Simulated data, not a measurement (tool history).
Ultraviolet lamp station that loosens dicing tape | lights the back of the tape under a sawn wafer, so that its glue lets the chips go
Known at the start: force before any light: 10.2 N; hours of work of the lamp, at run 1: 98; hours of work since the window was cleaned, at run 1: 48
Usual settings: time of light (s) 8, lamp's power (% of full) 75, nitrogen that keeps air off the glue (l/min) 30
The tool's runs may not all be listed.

run,hour,time of light (s),lamp's power (% of full),nitrogen that keeps air off the glue (l/min),hours of work of the lamp,hours of work since the window was cleaned,force that peels the tape off (N),light that reached the tape (J/m2)
1,0.0,8,75,30,98,48,1.327,5240
2,12.0,8,75,30,107,57,1.269,5220
3,23.5,8,75,30,115,66,1.346,5210
4,37.1,8,75,30,126,76,1.309,5240
5,46.7,8,75,30,133,83,1.322,5170
6,55.0,8,75,12,139,90,2.566,5130
7,67.5,6,75,14,149,99,3.243,3870
# hour 68.9: window cleaned of glue's vapour
8,80.8,7,83,41,158,9,1.233,4880
9,95.6,7,61,23,170,20,2.743,3540
10,108.0,7,61,23,179,30,2.750,3540

5 ways to go on from here, each from the tool as it stands after run 10. What would each give?
A,122.5,4,65,21,190,41,?,?
B,122.5,11,65,25,190,41,?,?
C,122.5,7,79,23,190,41,?,?
D,122.5,13,61,19,190,41,?,?
E,122.5,5,75,30,190,41,?,?

run,force that peels the tape off (N),light that reached the tape (J/m2)
A,4.781,2150
B,1.216,5940
C,2.005,4580
D,1.268,6620
E,2.973,3090
Without the tool's hidden state the same runs would have given:
run,force that peels the tape off (N),light that reached the tape (J/m2)
A,4.380,2400
B,0.983,6640
C,1.678,5120
D,1.025,7390
E,2.584,3450

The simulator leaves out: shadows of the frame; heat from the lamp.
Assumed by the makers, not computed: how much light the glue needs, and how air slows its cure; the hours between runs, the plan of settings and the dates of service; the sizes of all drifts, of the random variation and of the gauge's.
